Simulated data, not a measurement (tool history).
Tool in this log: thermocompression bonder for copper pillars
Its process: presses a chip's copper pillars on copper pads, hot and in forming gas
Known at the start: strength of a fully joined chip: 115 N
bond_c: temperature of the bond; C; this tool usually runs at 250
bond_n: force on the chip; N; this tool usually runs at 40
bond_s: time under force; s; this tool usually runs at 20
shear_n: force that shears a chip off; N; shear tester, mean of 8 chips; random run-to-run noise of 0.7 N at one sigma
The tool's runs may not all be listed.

run 1 hour=0 | bond_c=250 bond_n=40 bond_s=20 | shear_n=43.9
run 2 hour=21 | bond_c=250 bond_n=40 bond_s=20 | shear_n=43.1
run 3 hour=30 | bond_c=250 bond_n=28 bond_s=20 | shear_n=28.7
run 4 hour=46 | bond_c=250 bond_n=28 bond_s=20 | shear_n=27.3
run 5 hour=62.5 | bond_c=250 bond_n=28 bond_s=46 | shear_n=41
run 6 hour=79.5 | bond_c=250 bond_n=40 bond_s=10 | shear_n=32.3
run 7 hour=91.9 | bond_c=250 bond_n=60 bond_s=20 | shear_n=61.6
run 8 hour=108.4 | bond_c=250 bond_n=39 bond_s=20 | shear_n=40.8
run 9 hour=123 | bond_c=250 bond_n=46 bond_s=20 | shear_n=47.8
run 10 hour=143 | bond_c=250 bond_n=46 bond_s=42 | shear_n=61.1
run 11 hour=162.2 | bond_c=274 bond_n=46 bond_s=42 | shear_n=74.4
run 12 hour=182.8 | bond_c=274 bond_n=46 bond_s=42 | shear_n=74.4
run 13 hour=194.7 | bond_c=250 bond_n=40 bond_s=20 | shear_n=41
run 14 hour=212.7 | bond_c=250 bond_n=40 bond_s=20 | shear_n=42.8
run 15 hour=232 | bond_c=250 bond_n=40 bond_s=20 | shear_n=39.7
run 16 hour=251.1 | bond_c=250 bond_n=40 bond_s=20 | shear_n=40.9
run 17 hour=269.5 | bond_c=250 bond_n=40 bond_s=20 | shear_n=41.2
run 18 hour=278.5 | bond_c=250 bond_n=40 bond_s=20 | shear_n=40.5
-- hour=284.1 force cell calibrated
run 19 hour=302.2 | bond_c=250 bond_n=40 bond_s=20 | shear_n=40.1
run 20 hour=314.1 | bond_c=250 bond_n=35 bond_s=20 | shear_n=35
run 21 hour=334.9 | bond_c=265 bond_n=33 bond_s=27 | shear_n=42.3
run 22 hour=345.3 | bond_c=220 bond_n=59 bond_s=41 | shear_n=55.4
-- hour=356 forming gas filter changed
run 23 hour=363.9 | bond_c=241 bond_n=24 bond_s=43 | shear_n=30.5
run 24 hour=377.5 | bond_c=222 bond_n=47 bond_s=15 | shear_n=34.2
run 25 hour=387.9 | bond_c=222 bond_n=47 bond_s=15 | shear_n=33.2
run 26 hour=404.2 | bond_c=250 bond_n=40 bond_s=42 | shear_n=56.5
-- hour=413.3 force cell calibrated, once more
run 27 hour=418.4 | bond_c=231 bond_n=25 bond_s=39 | shear_n=30.4
run 28 hour=428.8 | bond_c=271 bond_n=58 bond_s=18 | shear_n=73.8
run 29 hour=439.4 | bond_c=279 bond_n=26 bond_s=13 | shear_n=32.9
run 30 hour=449.5 | bond_c=279 bond_n=38 bond_s=31 | shear_n=65.7
run 31 hour=468.5 | bond_c=226 bond_n=38 bond_s=17 | shear_n=31
run 32 hour=480.5 | bond_c=226 bond_n=38 bond_s=17 | shear_n=31.7
run 33 hour=496.4 | bond_c=250 bond_n=26 bond_s=20 | shear_n=29.8
run 34 hour=515.4 | bond_c=276 bond_n=45 bond_s=16 | shear_n=58.9
run 35 hour=534.9 | bond_c=227 bond_n=24 bond_s=12 | shear_n=15.7
run 36 hour=552.6 | bond_c=227 bond_n=24 bond_s=12 | shear_n=15.8
run 37 hour=563.3 | bond_c=235 bond_n=40 bond_s=24 | shear_n=42.7
run 38 hour=580.6 | bond_c=227 bond_n=52 bond_s=16 | shear_n=42.7
run 39 hour=597.9 | bond_c=259 bond_n=52 bond_s=39 | shear_n=76.1
run 40 hour=617.4 | bond_c=259 bond_n=52 bond_s=44 | shear_n=79.3

Predict each of these 4 candidate next runs independently; none follows another, all start after run 40:
run A hour=634.7 | bond_c=259 bond_n=27 bond_s=44 | shear_n=?
run B hour=634.7 | bond_c=230 bond_n=47 bond_s=12 | shear_n=?
run C hour=634.7 | bond_c=251 bond_n=34 bond_s=20 | shear_n=?
run D hour=634.7 | bond_c=259 bond_n=52 bond_s=21 | shear_n=?

run=A shear_n=45.5
run=B shear_n=35.7
run=C shear_n=39.1
run=D shear_n=65.7
Stripped of hidden state, with their random variation kept, the same runs would have yielded:
run=A shear_n=48.6
run=B shear_n=38.3
run=C shear_n=41.8
run=D shear_n=69.7
